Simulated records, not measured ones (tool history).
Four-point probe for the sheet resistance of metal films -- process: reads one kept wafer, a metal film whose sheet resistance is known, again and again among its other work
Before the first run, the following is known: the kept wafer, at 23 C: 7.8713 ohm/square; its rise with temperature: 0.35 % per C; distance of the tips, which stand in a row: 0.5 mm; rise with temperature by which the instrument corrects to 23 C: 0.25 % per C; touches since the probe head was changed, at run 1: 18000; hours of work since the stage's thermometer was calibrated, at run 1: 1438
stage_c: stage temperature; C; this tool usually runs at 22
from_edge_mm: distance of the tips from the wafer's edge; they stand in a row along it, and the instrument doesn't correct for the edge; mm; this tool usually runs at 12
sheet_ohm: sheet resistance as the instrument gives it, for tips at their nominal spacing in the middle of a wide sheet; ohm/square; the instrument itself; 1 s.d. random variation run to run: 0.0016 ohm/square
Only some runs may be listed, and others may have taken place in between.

run	day	stage_c	from_edge_mm	touches since the probe head was changed	hours of work since the stage's thermometer was calibrated	sheet_ohm
1	0.000	22	12	18000	1438	7.866246
2	0.525	22	12	18231	1446	7.867071
3	1.479	25	12	18652	1461	7.890225
4	2.158	20	12	18952	1471	7.852061
5	2.867	22	12	19265	1482	7.865897
6	3.375	22	12	19490	1490	7.864528
7	4.342	34	12	19916	1504	7.958574
8	4.812	22	12	20125	1512	7.866663
9	5.771	27	12	20547	1526	7.902256
# day 5.871: stage's thermometer calibrated
10	6.529	20	12	20872	10	7.856500
11	7.350	25	12	21234	23	7.893327
12	7.846	25	12	21454	30	7.893337
13	8.279	25	12	21646	37	7.895426
14	9.225	25	21	22062	51	7.888637
# day 9.671: stage's thermometer calibrated, once more
15	10.275	25	21	22517	9	7.873131
16	10.883	25	21	22786	19	7.871511
17	11.629	25	21	23115	30	7.871760
18	12.117	31	32	23329	37	7.914721
19	13.062	32	46	23748	52	7.926129
20	14.096	29	40	24203	68	7.900419
21	14.658	32	47	24452	76	7.924570
22	15.446	28	4	24799	88	7.956020
23	16.000	23	3	25044	97	7.969375
24	16.508	21	43	25269	105	7.836841
25	17.212	21	43	25578	115	7.838477
26	17.804	21	43	25841	124	7.835747

Predict each of these 5 candidate next runs independently; none follows another, all start after run 26:
A	18.671	30	3	26223	138	?
B	18.671	25	21	26223	138	?
C	18.671	27	18	26223	138	?
D	18.671	24	4	26223	138	?
E	18.671	27	10	26223	138	?

run	sheet_ohm
A	8.024935
B	7.870111
C	7.889299
D	7.927644
E	7.895168
Without the tool's unlogged condition, the same runs would have read:
run	sheet_ohm
A	8.043363
B	7.888218
C	7.907445
D	7.945876
E	7.913326
